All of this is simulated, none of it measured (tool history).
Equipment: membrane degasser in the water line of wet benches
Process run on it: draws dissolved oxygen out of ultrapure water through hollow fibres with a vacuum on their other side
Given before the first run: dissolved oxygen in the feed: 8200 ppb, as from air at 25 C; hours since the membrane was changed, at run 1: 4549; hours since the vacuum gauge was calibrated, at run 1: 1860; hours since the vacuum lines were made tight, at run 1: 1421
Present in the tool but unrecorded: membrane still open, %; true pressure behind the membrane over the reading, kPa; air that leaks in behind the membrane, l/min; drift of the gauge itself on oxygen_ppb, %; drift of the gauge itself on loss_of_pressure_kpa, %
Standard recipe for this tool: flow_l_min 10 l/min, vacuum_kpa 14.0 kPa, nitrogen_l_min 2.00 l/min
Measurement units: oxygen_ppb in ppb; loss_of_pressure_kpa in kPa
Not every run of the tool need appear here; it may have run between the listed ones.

run    hour  flow_l_min  vacuum_kpa  nitrogen_l_min  hours since the membrane was changed  hours since the vacuum gauge was calibrated  hours since the vacuum lines were made tight  oxygen_ppb  loss_of_pressure_kpa
  1     0.0          10        14.0            2.00                                  4549                                         1860                                          1421       189.7                 48.13
  2   133.3          10        22.7            2.00                                  4682                                         1993                                          1554       291.4                 47.93
  3   361.8          10        14.0            2.00                                  4911                                         2222                                          1783       187.6                 48.08
  4   568.9          10        14.0            2.00                                  5118                                         2429                                          1990       189.8                 48.15
  5   772.6          10        14.0            2.00                                  5322                                         2633                                          2193       188.3                 48.10
  6   902.6          10        14.0            2.00                                  5452                                         2763                                          2323       186.7                 48.32
  7  1198.7          10        14.0            2.00                                  5748                                         3059                                          2619       185.2                 48.40
  8  1399.0          10        14.0            2.00                                  5948                                         3259                                          2820       188.2                 48.02
  9  1532.0          10        14.0            2.00                                  6081                                         3392                                          2953       189.0                 48.38
 10  1801.9          11        14.0            2.00                                  6351                                         3662                                          3223       226.2                 52.93
 11  1993.3          11        14.0            2.00                                  6542                                         3854                                          3414       224.1                 52.81
 12  2251.7          10        14.0            2.00                                  6801                                         4112                                          3673       188.8                 47.93
 13  2474.8          10        20.9            2.49                                  7024                                         4335                                          3896       233.1                 48.04
 14  2619.9          10        11.3            1.48                                  7169                                         4480                                          4041       189.4                 48.24
     2662.4  -- vacuum gauge calibrated
 15  2833.4          13        14.0            2.00                                  7382                                          171                                          4254       309.0                 62.88
 16  3065.7          13        31.1            1.84                                  7614                                          403                                          4486       578.8                 62.68
 17  3244.9          13        31.1            1.84                                  7794                                          583                                          4665       574.6                 62.55
 18  3433.2          11        20.5            1.06                                  7982                                          771                                          4854       485.8                 53.05
 19  3662.1          10        19.9            1.04                                  8211                                         1000                                          5082       417.7                 48.35
 20  3823.4          10        30.2            2.00                                  8372                                         1161                                          5244       374.3                 48.21
 21  4049.2          13        21.7            2.00                                  8598                                         1387                                          5469       420.9                 62.39
 22  4312.7           8        35.0            0.96                                  8861                                         1650                                          5733       602.1                 38.55
 23  4545.6          10        10.9            2.00                                  9094                                         1883                                          5966       151.9                 48.23
 24  4819.3          12        30.0            0.80                                  9368                                         2157                                          6240       933.4                 57.78

Describe how what the log doesn't record of the tool's condition differs between the last listed run preceding each entry between runs and the first listed run following it.
From run 14 to run 15: vacuum gauge calibrated (hour 2662.4)
  the hidden state is the same at both runs

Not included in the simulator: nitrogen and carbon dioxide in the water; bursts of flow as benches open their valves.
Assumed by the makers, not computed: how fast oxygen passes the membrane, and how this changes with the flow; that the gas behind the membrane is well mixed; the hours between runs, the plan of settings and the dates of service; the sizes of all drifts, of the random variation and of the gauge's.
